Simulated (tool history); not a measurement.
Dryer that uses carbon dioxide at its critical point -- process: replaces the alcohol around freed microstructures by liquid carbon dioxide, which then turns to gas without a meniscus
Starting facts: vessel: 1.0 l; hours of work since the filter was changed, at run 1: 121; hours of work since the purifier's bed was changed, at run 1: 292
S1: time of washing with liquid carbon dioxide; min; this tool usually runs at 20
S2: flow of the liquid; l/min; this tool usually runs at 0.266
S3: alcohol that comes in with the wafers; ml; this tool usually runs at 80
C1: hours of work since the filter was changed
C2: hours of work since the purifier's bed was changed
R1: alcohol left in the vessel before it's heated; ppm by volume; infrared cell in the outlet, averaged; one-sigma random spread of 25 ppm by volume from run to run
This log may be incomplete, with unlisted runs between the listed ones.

run   hour  S1     S2   S3   C1   C2     R1
  1    0.0  20  0.266   80  121  292   1959
  2   10.2  20  0.266   80  125  296   1978
  3   25.9  20  0.266   80  131  302   1968
  4   34.3  20  0.266   80  135  306   2045
  5   50.4  28  0.266   80  141  313    532
  6   67.3  28  0.266   80  148  320    529
  7   76.6  28  0.266   80  152  323    521
  8   87.2  28  0.266   80  156  328    549
  9  105.6  28  0.266   80  164  335    559
 10  121.4  20  0.238   80  171  342   3121
 11  138.2  20  0.238   80  177  349   3193
 12  156.0  20  0.238   80  185  356   3151
 13  167.8  20  0.266   80  190  361   2212
 14  180.0  20  0.266   80  195  366   2168
 15  189.3  20  0.266   80  198  370   2175
 16  204.0  20  0.266   80  204  376   2280
 17  217.9  20  0.437   80  210  381    296
 18  235.9  20  0.437   80  218  389    290
 19  247.2  20  0.266   80  222  393   2245
 20  257.8  20  0.266   80  227  398   2249
 21  274.6  20  0.266   33  233  405    999
 22  287.6  20  0.277   23  239  410    652
 23  301.8  20  0.277   23  245  416    673
 24  319.6  25  0.331   27  252  423    219
 25  335.5  28  0.315   30  259  430    211
 26  349.9  13  0.226   75  264  436  10628
 27  361.3  13  0.226   75  269  440  10759
 28  378.1  20  0.320   51  276  447    815
 29  387.4  20  0.320   51  280  451    810
 30  397.7  20  0.314   80  284  455   1304
 31  413.7  13  0.266   27  291  462   2747
 32  430.0  28  0.266   81  297  469    701
 33  442.2  28  0.318  105  302  474    407
 34  460.9  28  0.318  105  310  481    427
 35  471.3  28  0.318  105  314  486    410
 36  481.6  28  0.318  105  319  490    419
 37  491.5  28  0.318  105  323  494    413
 38  505.4  29  0.211   70  328  500   1422
 39  523.1  18  0.170   56  336  507   7954
 40  538.2  18  0.170   25  342  513   3603
 41  548.3  15  0.176   24  346  517   4454

The next listed run, before its measurement:
 42  566.7  21  0.266  80  354  525   ?

Run 42 produced R1 2230 ppm by volume.
Without the tool's hidden state the same run would have given R1 1318 ppm by volume.

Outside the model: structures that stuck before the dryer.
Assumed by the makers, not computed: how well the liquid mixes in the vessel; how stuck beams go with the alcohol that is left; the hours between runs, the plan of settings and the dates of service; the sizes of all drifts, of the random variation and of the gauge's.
